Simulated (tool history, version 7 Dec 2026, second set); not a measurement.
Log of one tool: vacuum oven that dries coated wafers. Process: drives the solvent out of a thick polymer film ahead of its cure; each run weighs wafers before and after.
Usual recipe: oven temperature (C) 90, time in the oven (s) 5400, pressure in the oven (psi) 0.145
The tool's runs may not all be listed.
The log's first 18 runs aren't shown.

Run 19, hour 355.3: usual settings. Result: solvent left in the film (%) 2.8.
Run 20, hour 372.7: usual settings. Result: solvent left in the film (%) 2.78.
Run 21, hour 392.5: usual settings but oven temperature (C) 87, time in the oven (s) 3840, pressure in the oven (psi) 0.434. Result: solvent left in the film (%) 6.84.
Run 22, hour 417.6: usual settings but oven temperature (C) 84, time in the oven (s) 3960, pressure in the oven (psi) 0.547. Result: solvent left in the film (%) 8.4.
Run 23, hour 434.7: usual settings but oven temperature (C) 84, time in the oven (s) 3960, pressure in the oven (psi) 0.173. Result: solvent left in the film (%) 6.4.
Run 24, hour 456.3: usual settings but oven temperature (C) 99. Result: solvent left in the film (%) 1.15.
Run 25, hour 482.8: usual settings but oven temperature (C) 99, time in the oven (s) 2760. Result: solvent left in the film (%) 3.39.
Run 26, hour 494.3: usual settings but oven temperature (C) 99, time in the oven (s) 2760. Result: solvent left in the film (%) 3.41.
Run 27, hour 507.5: usual settings but oven temperature (C) 99, time in the oven (s) 4920. Result: solvent left in the film (%) 1.34.
Run 28, hour 521.7: usual settings but oven temperature (C) 99, time in the oven (s) 4920. Result: solvent left in the film (%) 1.34.
Run 29, hour 542.9: usual settings but time in the oven (s) 4860, pressure in the oven (psi) 0.09. Result: solvent left in the film (%) 2.98.
Run 30, hour 563.2: usual settings but time in the oven (s) 4860, pressure in the oven (psi) 0.09. Result: solvent left in the film (%) 2.96.
Run 31, hour 584.8: usual settings but oven temperature (C) 102, pressure in the oven (psi) 0.136. Result: solvent left in the film (%) 0.79.
Run 32, hour 603.3: usual settings but oven temperature (C) 101, pressure in the oven (psi) 0.097. Result: solvent left in the film (%) 0.71.
Run 33, hour 614.5: usual settings but oven temperature (C) 101, pressure in the oven (psi) 0.097. Result: solvent left in the film (%) 0.75.
Run 34, hour 629.9: usual settings but oven temperature (C) 101, pressure in the oven (psi) 0.097. Result: solvent left in the film (%) 0.81.
Run 35, hour 645.8: usual settings but oven temperature (C) 76, time in the oven (s) 9180, pressure in the oven (psi) 0.097. Result: solvent left in the film (%) 4.2.
Run 36, hour 661.4: usual settings but oven temperature (C) 76, time in the oven (s) 9180, pressure in the oven (psi) 0.104. Result: solvent left in the film (%) 4.23.
Run 37, hour 685.8: usual settings but oven temperature (C) 76, time in the oven (s) 6420, pressure in the oven (psi) 0.261. Result: solvent left in the film (%) 7.32.
Run 38, hour 698.2: usual settings but oven temperature (C) 80, time in the oven (s) 7020, pressure in the oven (psi) 0.563. Result: solvent left in the film (%) 7.57.
Run 39, hour 715.7: usual settings but oven temperature (C) 82, time in the oven (s) 6180, pressure in the oven (psi) 0.112. Result: solvent left in the film (%) 4.35.

Below are 4 alternative next runs, each starting from the tool's condition after run 39. Predict each:
Run A, hour 730.4: usual settings but oven temperature (C) 92, time in the oven (s) 3240, pressure in the oven (psi) 0.077. Result: solvent left in the film (%) ?.
Run B, hour 730.4: usual settings but oven temperature (C) 77, time in the oven (s) 6180, pressure in the oven (psi) 0.112. Result: solvent left in the film (%) ?.
Run C, hour 730.4: usual settings but oven temperature (C) 91, time in the oven (s) 6180, pressure in the oven (psi) 0.112. Result: solvent left in the film (%) ?.
Run D, hour 730.4: usual settings but oven temperature (C) 84. Result: solvent left in the film (%) ?.

run  solvent left in the film (%)
  A                          4.36
  B                          6.05
  C                          1.86
  D                          4.58
Without the tool's unlogged condition, the same runs would have read:
run  solvent left in the film (%)
  A                          4.35
  B                          6.04
  C                          1.85
  D                          4.57
